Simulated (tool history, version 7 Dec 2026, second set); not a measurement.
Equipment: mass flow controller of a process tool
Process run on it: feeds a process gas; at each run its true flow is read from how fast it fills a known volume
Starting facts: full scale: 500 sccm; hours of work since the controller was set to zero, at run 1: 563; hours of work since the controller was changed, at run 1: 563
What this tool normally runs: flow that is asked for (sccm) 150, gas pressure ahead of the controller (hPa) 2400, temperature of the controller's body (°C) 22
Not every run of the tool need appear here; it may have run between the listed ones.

run     day  flow that is asked for (sccm)  gas pressure ahead of the controller (hPa)  temperature of the controller's body (°C)  hours of work since the controller was set to zero  hours of work since the controller was changed  true flow (%)
  1       0                            150                                        2400                                         22                                                 563                                             563          97.74
  2   2.946                            150                                        2400                                         32                                                 600                                             600          98.27
  3   6.092                            346                                        2400                                         32                                                 639                                             639          99.37
  4   8.071                            150                                        1610                                         22                                                 664                                             664          98.03
  5  10.167                            150                                        1610                                         22                                                 691                                             691          98.03
  6  13.696                            150                                        1500                                         22                                                 735                                             735          98.07
  7  16.871                            150                                        2400                                         24                                                 775                                             775          98.03
  8  18.617                            150                                        2400                                         24                                                 796                                             796          97.83
  9  21.854                            150                                        2400                                         24                                                 837                                             837          97.92
 10  24.604                            324                                        2400                                         22                                                 872                                             872             99
 11  26.696                            150                                        2400                                         22                                                 898                                             898          97.75

Run 12 comes next. What will it give?
 12  28.671                            150                                        2400                                         22                                                 923                                             923              ?

Run 12 gave true flow (%) 97.89.
If the tool had no hidden condition, the same run with the same run-to-run variation would have returned true flow (%) 98.01.

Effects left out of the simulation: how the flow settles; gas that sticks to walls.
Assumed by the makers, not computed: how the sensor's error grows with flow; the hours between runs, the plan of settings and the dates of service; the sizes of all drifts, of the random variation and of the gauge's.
